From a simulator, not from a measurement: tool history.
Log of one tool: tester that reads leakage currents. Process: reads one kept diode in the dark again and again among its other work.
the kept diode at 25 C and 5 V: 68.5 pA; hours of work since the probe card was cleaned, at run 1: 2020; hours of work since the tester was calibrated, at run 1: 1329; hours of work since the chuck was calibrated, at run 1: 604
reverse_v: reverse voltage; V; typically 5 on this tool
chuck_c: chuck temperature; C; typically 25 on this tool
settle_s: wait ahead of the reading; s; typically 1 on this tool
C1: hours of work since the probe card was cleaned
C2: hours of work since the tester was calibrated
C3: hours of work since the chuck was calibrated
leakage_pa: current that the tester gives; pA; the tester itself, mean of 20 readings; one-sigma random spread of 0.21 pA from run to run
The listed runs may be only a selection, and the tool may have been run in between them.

{"run": 1, "day": 0.0, "reverse_v": 5, "chuck_c": 25, "settle_s": 1, "C1": 2020, "C2": 1329, "C3": 604, "leakage_pa": 76.65}
{"run": 2, "day": 2.533, "reverse_v": 5, "chuck_c": 25, "settle_s": 1, "C1": 2055, "C2": 1364, "C3": 639, "leakage_pa": 77.61}
{"run": 3, "day": 5.408, "reverse_v": 5, "chuck_c": 25, "settle_s": 0.58, "C1": 2095, "C2": 1404, "C3": 679, "leakage_pa": 77.72}
{"run": 4, "day": 7.938, "reverse_v": 5, "chuck_c": 25, "settle_s": 0.58, "C1": 2129, "C2": 1438, "C3": 713, "leakage_pa": 78.03}
{"run": 5, "day": 10.433, "reverse_v": 5, "chuck_c": 25, "settle_s": 0.58, "C1": 2164, "C2": 1473, "C3": 748, "leakage_pa": 78.16}
{"run": 6, "day": 11.608, "reverse_v": 5, "chuck_c": 25, "settle_s": 0.58, "C1": 2180, "C2": 1489, "C3": 764, "leakage_pa": 78.33}
{"run": 7, "day": 14.304, "reverse_v": 5, "chuck_c": 25, "settle_s": 0.58, "C1": 2217, "C2": 1526, "C3": 801, "leakage_pa": 78.69}
{"run": 8, "day": 16.321, "reverse_v": 5, "chuck_c": 25, "settle_s": 1, "C1": 2245, "C2": 1554, "C3": 829, "leakage_pa": 78.5}
{"run": 9, "day": 17.488, "reverse_v": 5, "chuck_c": 25, "settle_s": 1, "C1": 2261, "C2": 1570, "C3": 845, "leakage_pa": 78.69}
{"run": 10, "day": 19.296, "reverse_v": 5, "chuck_c": 25, "settle_s": 1, "C1": 2286, "C2": 1595, "C3": 870, "leakage_pa": 78.69}
{"run": 11, "day": 21.188, "reverse_v": 5, "chuck_c": 25, "settle_s": 1, "C1": 2312, "C2": 1621, "C3": 896, "leakage_pa": 78.58}
{"run": 12, "day": 23.983, "reverse_v": 5, "chuck_c": 25, "settle_s": 1, "C1": 2350, "C2": 1659, "C3": 934, "leakage_pa": 79.08}
{"run": 13, "day": 25.425, "reverse_v": 5, "chuck_c": 25, "settle_s": 1, "C1": 2370, "C2": 1679, "C3": 954, "leakage_pa": 78.85}
{"run": 14, "day": 28.283, "reverse_v": 5, "chuck_c": 25, "settle_s": 1, "C1": 2409, "C2": 1718, "C3": 994, "leakage_pa": 78.88}
{"run": 15, "day": 30.771, "reverse_v": 5, "chuck_c": 25, "settle_s": 1, "C1": 2444, "C2": 1753, "C3": 1028, "leakage_pa": 79.32}
{"run": 16, "day": 32.604, "reverse_v": 5, "chuck_c": 25, "settle_s": 1, "C1": 2469, "C2": 1778, "C3": 1053, "leakage_pa": 79.41}
{"run": 17, "day": 34.854, "reverse_v": 5, "chuck_c": 25, "settle_s": 1, "C1": 2500, "C2": 1809, "C3": 1084, "leakage_pa": 79.51}
{"run": 18, "day": 36.354, "reverse_v": 2.18, "chuck_c": 25, "settle_s": 1, "C1": 2521, "C2": 1830, "C3": 1105, "leakage_pa": 54.31}
{"run": 19, "day": 37.788, "reverse_v": 2.18, "chuck_c": 25, "settle_s": 1, "C1": 2540, "C2": 1849, "C3": 1124, "leakage_pa": 54.67}
{"run": 20, "day": 39.4, "reverse_v": 2.18, "chuck_c": 25, "settle_s": 1, "C1": 2562, "C2": 1871, "C3": 1147, "leakage_pa": 54.49}
{"run": 21, "day": 41.404, "reverse_v": 2.18, "chuck_c": 25, "settle_s": 1, "C1": 2590, "C2": 1899, "C3": 1174, "leakage_pa": 54.57}
{"run": 22, "day": 42.8, "reverse_v": 2.18, "chuck_c": 25, "settle_s": 1, "C1": 2609, "C2": 1918, "C3": 1193, "leakage_pa": 54.65}
{"run": 23, "day": 45.596, "reverse_v": 1.88, "chuck_c": 22, "settle_s": 6.61, "C1": 2648, "C2": 1957, "C3": 1232, "leakage_pa": 39.69}
{"run": 24, "day": 46.758, "reverse_v": 6.31, "chuck_c": 22, "settle_s": 1, "C1": 2664, "C2": 1973, "C3": 1248, "leakage_pa": 71.32}
{"run": 25, "day": 48.95, "reverse_v": 6.31, "chuck_c": 46, "settle_s": 5.24, "C1": 2694, "C2": 2003, "C3": 1278, "leakage_pa": 465.36}
{"run": 26, "day": 51.5, "reverse_v": 6.31, "chuck_c": 46, "settle_s": 5.24, "C1": 2729, "C2": 2038, "C3": 1313, "leakage_pa": 465.79}
{"run": 27, "day": 53.967, "reverse_v": 6.31, "chuck_c": 46, "settle_s": 5.24, "C1": 2763, "C2": 2072, "C3": 1347, "leakage_pa": 467.64}
{"run": 28, "day": 56.071, "reverse_v": 5, "chuck_c": 24, "settle_s": 7.61, "C1": 2792, "C2": 2101, "C3": 1376, "leakage_pa": 74.69}
{"run": 29, "day": 58.675, "reverse_v": 5, "chuck_c": 24, "settle_s": 7.61, "C1": 2828, "C2": 2137, "C3": 1412, "leakage_pa": 74.87}
{"run": 30, "day": 60.75, "reverse_v": 5, "chuck_c": 21, "settle_s": 1, "C1": 2856, "C2": 2165, "C3": 1440, "leakage_pa": 59.65}
{"run": 31, "day": 63.117, "reverse_v": 6.81, "chuck_c": 25, "settle_s": 1, "C1": 2889, "C2": 2198, "C3": 1473, "leakage_pa": 94.68}
{"run": 32, "day": 66.008, "reverse_v": 6.81, "chuck_c": 25, "settle_s": 1, "C1": 2929, "C2": 2238, "C3": 1513, "leakage_pa": 95}
{"run": 33, "day": 68.2, "reverse_v": 3.72, "chuck_c": 25, "settle_s": 3.79, "C1": 2959, "C2": 2268, "C3": 1543, "leakage_pa": 70.67}
{"run": 34, "day": 70.462, "reverse_v": 3.72, "chuck_c": 25, "settle_s": 3.79, "C1": 2990, "C2": 2299, "C3": 1574, "leakage_pa": 70.89}
{"run": 35, "day": 72.262, "reverse_v": 5, "chuck_c": 33, "settle_s": 0.46, "C1": 3015, "C2": 2324, "C3": 1599, "leakage_pa": 155.21}
{"run": 36, "day": 74.075, "reverse_v": 4.51, "chuck_c": 33, "settle_s": 0.46, "C1": 3040, "C2": 2349, "C3": 1624, "leakage_pa": 147.52}
{"run": 37, "day": 75.538, "reverse_v": 3.85, "chuck_c": 21, "settle_s": 9.61, "C1": 3060, "C2": 2369, "C3": 1644, "leakage_pa": 52.47}
{"run": 38, "day": 77.35, "reverse_v": 5, "chuck_c": 35, "settle_s": 1, "C1": 3085, "C2": 2394, "C3": 1669, "leakage_pa": 180.29}
{"run": 39, "day": 79.912, "reverse_v": 5, "chuck_c": 35, "settle_s": 1, "C1": 3120, "C2": 2429, "C3": 1704, "leakage_pa": 181.9}

Pick out some run-to-run changes in leakage_pa. Of each, how much would a tool without hidden state show as well, from the settings, what came in and chance, and how much is left for the hidden state and any gauge scatter not in both results compared?
Unlogged tool condition in this case: stray current of the dirty probe card, pA a volt; current scale over the true one, %; true chuck temperature over the reading, C; drift of the gauge itself on leakage_pa, %.
Run 23 -> 24: reverse_v 1.88 -> 6.31, settle_s 6.61 -> 1. leakage_pa +31.63 pA: hidden state +9.01, all else +22.62.
Run 24 -> 25: chuck_c 22 -> 46, settle_s 1 -> 5.24. leakage_pa +394.04 pA: hidden state +7.21, all else +386.83.
Run 27 -> 28: reverse_v 6.31 -> 5, chuck_c 46 -> 24, settle_s 5.24 -> 7.61. leakage_pa -392.95 pA: hidden state -9.87, all else -383.08.
Run 37 -> 38: reverse_v 3.85 -> 5, chuck_c 21 -> 35, settle_s 9.61 -> 1. leakage_pa +127.82 pA: hidden state +5.8, all else +122.02.
